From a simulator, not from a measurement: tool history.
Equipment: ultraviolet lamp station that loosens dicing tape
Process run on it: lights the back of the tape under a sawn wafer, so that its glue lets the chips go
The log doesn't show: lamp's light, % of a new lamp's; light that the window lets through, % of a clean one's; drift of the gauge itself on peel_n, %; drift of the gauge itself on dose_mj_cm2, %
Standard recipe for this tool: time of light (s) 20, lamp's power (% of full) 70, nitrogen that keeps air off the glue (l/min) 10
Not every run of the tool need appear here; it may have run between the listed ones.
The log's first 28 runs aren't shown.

run	hour	time of light (s)	lamp's power (% of full)	nitrogen that keeps air off the glue (l/min)	hours of work of the lamp	hours of work since the window was cleaned	force that peels the tape off (N)	light that reached the tape (mJ/cm²)
29	282.8	13	76	7	465	89	1.231	295
30	294.4	13	76	7	473	97	1.271	299
31	307.3	34	72	7	483	107	0.342	728
32	315.4	13	64	9	489	112	1.355	247
33	329.1	13	64	9	499	122	1.357	246
34	342.2	13	64	9	508	132	1.446	242
35	353.5	25	70	10	516	140	0.499	518
36	368.1	25	96	7	527	151	0.362	702
37	381.5	14	67	8	537	160	1.260	276
38	390.0	14	67	8	543	167	1.323	272
39	397.5	11	89	19	548	172	0.923	285
40	407.2	20	70	3	555	179	1.230	407

Forecast each of these 4 alternatives for the next run:
A	417.4	20	90	4	563	186	?	?
B	417.4	16	70	11	563	186	?	?
C	417.4	23	85	4	563	186	?	?
D	417.4	11	62	15	563	186	?	?

run	force that peels the tape off (N)	light that reached the tape (mJ/cm²)
A	0.796	521
B	0.961	325
C	0.728	568
D	1.503	199
With the hidden condition removed and each run's random variation left untouched, the same runs would have given:
run	force that peels the tape off (N)	light that reached the tape (mJ/cm²)
A	0.637	606
B	0.783	378
C	0.577	660
D	1.299	232

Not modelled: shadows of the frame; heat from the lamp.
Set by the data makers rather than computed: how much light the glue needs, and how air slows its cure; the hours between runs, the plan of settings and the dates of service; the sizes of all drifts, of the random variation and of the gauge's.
